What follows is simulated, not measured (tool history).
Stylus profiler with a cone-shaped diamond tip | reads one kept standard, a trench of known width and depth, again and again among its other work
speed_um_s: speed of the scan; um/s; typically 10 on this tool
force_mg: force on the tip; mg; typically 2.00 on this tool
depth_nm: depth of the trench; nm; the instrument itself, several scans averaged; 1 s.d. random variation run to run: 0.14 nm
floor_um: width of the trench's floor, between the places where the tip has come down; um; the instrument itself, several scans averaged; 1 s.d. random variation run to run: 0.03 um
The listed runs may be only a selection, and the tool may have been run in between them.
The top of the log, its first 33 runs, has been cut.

run    hour  speed_um_s  force_mg  depth_nm  floor_um
 34   787.9          22      2.00    503.89     13.72
 35   805.4          22      2.00    503.66     13.69
 36   820.1           2      1.16    501.78     13.80
 37   837.5          38      2.30    504.38     13.57
 38   855.8          21      4.92    509.63     13.75
 39   889.0          17      2.79    505.51     13.65
 40   915.1          16      3.86    507.67     13.67
 41   938.8          20      3.86    507.70     13.69
 42   958.4          20      3.86    507.69     13.57
 43   976.0          25      0.87    500.46     13.47
 44   997.7          19      2.27    504.13     13.60
 45  1019.2          19      2.27    504.03     13.59
 46  1044.9          19      2.27    504.10     13.53

3 options for the next run, each taken on its own from the tool as it stands now. Forecast them:
  A  1075.5           2      1.99         ?         ?
  B  1075.5          19      1.07         ?         ?
  C  1075.5          10      3.17         ?         ?

run  depth_nm  floor_um
  A    503.37     13.66
  B    500.99     13.46
  C    505.70     13.60
Without the tool's unlogged condition, the same runs would have read:
run  depth_nm  floor_um
  A    507.03     15.68
  B    504.63     15.48
  C    509.38     15.62
